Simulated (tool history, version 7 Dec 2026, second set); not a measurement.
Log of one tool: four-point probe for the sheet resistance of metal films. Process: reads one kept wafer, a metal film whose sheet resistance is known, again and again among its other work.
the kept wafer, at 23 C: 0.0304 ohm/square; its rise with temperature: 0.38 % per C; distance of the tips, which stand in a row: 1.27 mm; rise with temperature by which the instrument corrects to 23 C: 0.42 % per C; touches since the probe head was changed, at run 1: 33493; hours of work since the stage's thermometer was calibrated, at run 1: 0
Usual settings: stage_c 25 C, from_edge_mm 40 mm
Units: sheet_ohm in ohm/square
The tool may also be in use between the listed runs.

| run | hour | stage_c | from_edge_mm | touches since the probe head was changed | hours of work since the stage's thermometer was calibrated | sheet_ohm |
|---|---|---|---|---|---|---|
| 1 | 0.0 | 25 | 40 | 33493 | 0 | 0.030545 |
| 2 | 67.8 | 25 | 40 | 34799 | 35 | 0.030566 |
| 3 | 123.4 | 25 | 40 | 35871 | 63 | 0.030558 |
| 4 | 162.0 | 25 | 40 | 36616 | 83 | 0.030562 |
| 5 | 203.5 | 23 | 40 | 37416 | 104 | 0.030583 |
| 6 | 255.2 | 23 | 40 | 38413 | 130 | 0.030579 |
| 7 | 328.2 | 23 | 40 | 39819 | 167 | 0.030579 |
| 8 | 406.6 | 23 | 40 | 41330 | 207 | 0.030588 |
| 9 | 449.3 | 23 | 40 | 42153 | 229 | 0.030579 |
| 10 | 492.4 | 23 | 40 | 42984 | 251 | 0.030576 |
| 11 | 572.2 | 25 | 4 | 44522 | 292 | 0.032117 |
| 12 | 648.4 | 25 | 40 | 45991 | 331 | 0.030578 |
| 13 | 689.6 | 25 | 40 | 46785 | 352 | 0.030563 |
| 14 | 732.8 | 25 | 40 | 47619 | 374 | 0.030564 |
| 15 | 780.5 | 25 | 40 | 48537 | 398 | 0.030553 |
| 16 | 823.6 | 25 | 13 | 49369 | 420 | 0.030702 |
| 17 | 899.6 | 25 | 65 | 50834 | 459 | 0.030568 |
| 18 | 935.2 | 25 | 65 | 51519 | 477 | 0.030543 |
| 19 | 1011.2 | 25 | 40 | 52985 | 516 | 0.030566 |
| 20 | 1061.5 | 25 | 40 | 53955 | 541 | 0.030565 |
| 21 | 1098.4 | 21 | 40 | 54666 | 560 | 0.030604 |
| 22 | 1156.0 | 25 | 40 | 55776 | 590 | 0.030570 |
| 23 | 1233.0 | 30 | 40 | 57260 | 629 | 0.030516 |
| 24 | 1288.9 | 30 | 40 | 58338 | 657 | 0.030521 |
| 25 | 1342.2 | 30 | 20 | 59365 | 685 | 0.030557 |
| 26 | 1383.8 | 25 | 9 | 60167 | 706 | 0.030880 |
| 27 | 1444.7 | 26 | 9 | 61342 | 737 | 0.030869 |
| 28 | 1506.6 | 22 | 9 | 62535 | 769 | 0.030912 |
| 29 | 1547.3 | 20 | 30 | 63320 | 789 | 0.030625 |
| 30 | 1613.4 | 33 | 20 | 64593 | 823 | 0.030550 |
| 31 | 1676.5 | 25 | 46 | 65809 | 855 | 0.030567 |
| 32 | 1736.8 | 32 | 3 | 66972 | 886 | 0.033138 |
| 33 | 1795.5 | 25 | 41 | 68103 | 916 | 0.030578 |
| 34 | 1876.8 | 34 | 13 | 69671 | 957 | 0.030620 |
| 35 | 1934.8 | 30 | 4 | 70789 | 987 | 0.032067 |
| 36 | 1998.8 | 30 | 4 | 72021 | 1020 | 0.032063 |
| 37 | 2051.4 | 23 | 40 | 73037 | 1046 | 0.030589 |
| 38 | 2106.9 | 23 | 40 | 74105 | 1075 | 0.030588 |
| 39 | 2152.9 | 23 | 40 | 74993 | 1098 | 0.030604 |
| 40 | 2195.1 | 23 | 40 | 75807 | 1120 | 0.030600 |
| 41 | 2258.9 | 22 | 30 | 77037 | 1152 | 0.030620 |
| 42 | 2315.8 | 22 | 30 | 78134 | 1181 | 0.030614 |
| 43 | 2349.8 | 19 | 21 | 78789 | 1199 | 0.030688 |
| 44 | 2420.3 | 29 | 30 | 80147 | 1235 | 0.030552 |
| 45 | 2473.4 | 29 | 30 | 81171 | 1262 | 0.030549 |

4 ways to go on from here, each from the tool as it stands after run 45. What would each give?
| A | 2550.2 | 26 | 25 | 82652 | 1301 | ? |
| B | 2550.2 | 29 | 6 | 82652 | 1301 | ? |
| C | 2550.2 | 25 | 55 | 82652 | 1301 | ? |
| D | 2550.2 | 35 | 55 | 82652 | 1301 | ? |

| run | sheet_ohm |
|---|---|
| A | 0.030596 |
| B | 0.031242 |
| C | 0.030580 |
| D | 0.030469 |
Without the tool's hidden state the same runs would have given:
| run | sheet_ohm |
|---|---|
| A | 0.030409 |
| B | 0.031051 |
| C | 0.030393 |
| D | 0.030281 |
